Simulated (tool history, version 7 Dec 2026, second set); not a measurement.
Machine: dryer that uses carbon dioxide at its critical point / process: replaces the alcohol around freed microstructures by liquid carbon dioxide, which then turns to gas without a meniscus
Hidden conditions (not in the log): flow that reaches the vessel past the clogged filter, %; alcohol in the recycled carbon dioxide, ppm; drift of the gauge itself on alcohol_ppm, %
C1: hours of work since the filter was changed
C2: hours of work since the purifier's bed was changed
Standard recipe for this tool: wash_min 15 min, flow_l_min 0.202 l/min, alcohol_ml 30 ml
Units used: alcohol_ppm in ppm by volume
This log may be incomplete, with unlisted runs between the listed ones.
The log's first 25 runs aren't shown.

run 26 hour=173.2 | wash_min=12 flow_l_min=0.202 alcohol_ml=53 | C1=170 C2=140 | alcohol_ppm=2607
run 27 hour=176.9 | wash_min=9 flow_l_min=0.212 alcohol_ml=60 | C1=171 C2=142 | alcohol_ppm=6517
run 28 hour=185.8 | wash_min=15 flow_l_min=0.198 alcohol_ml=63 | C1=176 C2=146 | alcohol_ppm=1383
run 29 hour=194.3 | wash_min=15 flow_l_min=0.198 alcohol_ml=63 | C1=180 C2=150 | alcohol_ppm=1379
run 30 hour=199 | wash_min=15 flow_l_min=0.198 alcohol_ml=63 | C1=182 C2=152 | alcohol_ppm=1383
run 31 hour=206.6 | wash_min=15 flow_l_min=0.178 alcohol_ml=85 | C1=185 C2=156 | alcohol_ppm=2906
run 32 hour=215.5 | wash_min=19 flow_l_min=0.202 alcohol_ml=37 | C1=190 C2=160 | alcohol_ppm=240
run 33 hour=221.9 | wash_min=23 flow_l_min=0.202 alcohol_ml=55 | C1=193 C2=163 | alcohol_ppm=117
-- hour=225.4 inlet filter changed
run 34 hour=226.7 | wash_min=23 flow_l_min=0.202 alcohol_ml=55 | C1=1 C2=165 | alcohol_ppm=73
run 35 hour=235.2 | wash_min=23 flow_l_min=0.202 alcohol_ml=37 | C1=5 C2=169 | alcohol_ppm=48
run 36 hour=241.2 | wash_min=14 flow_l_min=0.168 alcohol_ml=20 | C1=7 C2=172 | alcohol_ppm=860
run 37 hour=248.9 | wash_min=10 flow_l_min=0.216 alcohol_ml=22 | C1=11 C2=175 | alcohol_ppm=1284
run 38 hour=257.4 | wash_min=16 flow_l_min=0.121 alcohol_ml=100 | C1=15 C2=179 | alcohol_ppm=8032
run 39 hour=261.2 | wash_min=16 flow_l_min=0.121 alcohol_ml=100 | C1=17 C2=181 | alcohol_ppm=8160
run 40 hour=268.7 | wash_min=19 flow_l_min=0.265 alcohol_ml=36 | C1=20 C2=185 | alcohol_ppm=37
run 41 hour=277.2 | wash_min=19 flow_l_min=0.265 alcohol_ml=36 | C1=24 C2=189 | alcohol_ppm=38
run 42 hour=282.6 | wash_min=12 flow_l_min=0.148 alcohol_ml=26 | C1=27 C2=191 | alcohol_ppm=2914
run 43 hour=288.8 | wash_min=12 flow_l_min=0.148 alcohol_ml=26 | C1=30 C2=194 | alcohol_ppm=2805
run 44 hour=296 | wash_min=23 flow_l_min=0.197 alcohol_ml=30 | C1=33 C2=197 | alcohol_ppm=67
run 45 hour=299.8 | wash_min=23 flow_l_min=0.197 alcohol_ml=30 | C1=35 C2=199 | alcohol_ppm=69
run 46 hour=308.1 | wash_min=23 flow_l_min=0.15 alcohol_ml=30 | C1=39 C2=203 | alcohol_ppm=241

3 ways to go on from here, each from the tool as it stands after run 46. What would each give?
run A hour=312.8 | wash_min=18 flow_l_min=0.176 alcohol_ml=53 | C1=41 C2=205 | alcohol_ppm=?
run B hour=312.8 | wash_min=15 flow_l_min=0.202 alcohol_ml=40 | C1=41 C2=205 | alcohol_ppm=?
run C hour=312.8 | wash_min=23 flow_l_min=0.266 alcohol_ml=28 | C1=41 C2=205 | alcohol_ppm=?

run=A alcohol_ppm=658
run=B alcohol_ppm=628
run=C alcohol_ppm=28
The same runs, with their run-to-run variation unchanged, on a tool lacking any hidden condition would have given:
run=A alcohol_ppm=568
run=B alcohol_ppm=544
run=C alcohol_ppm=10
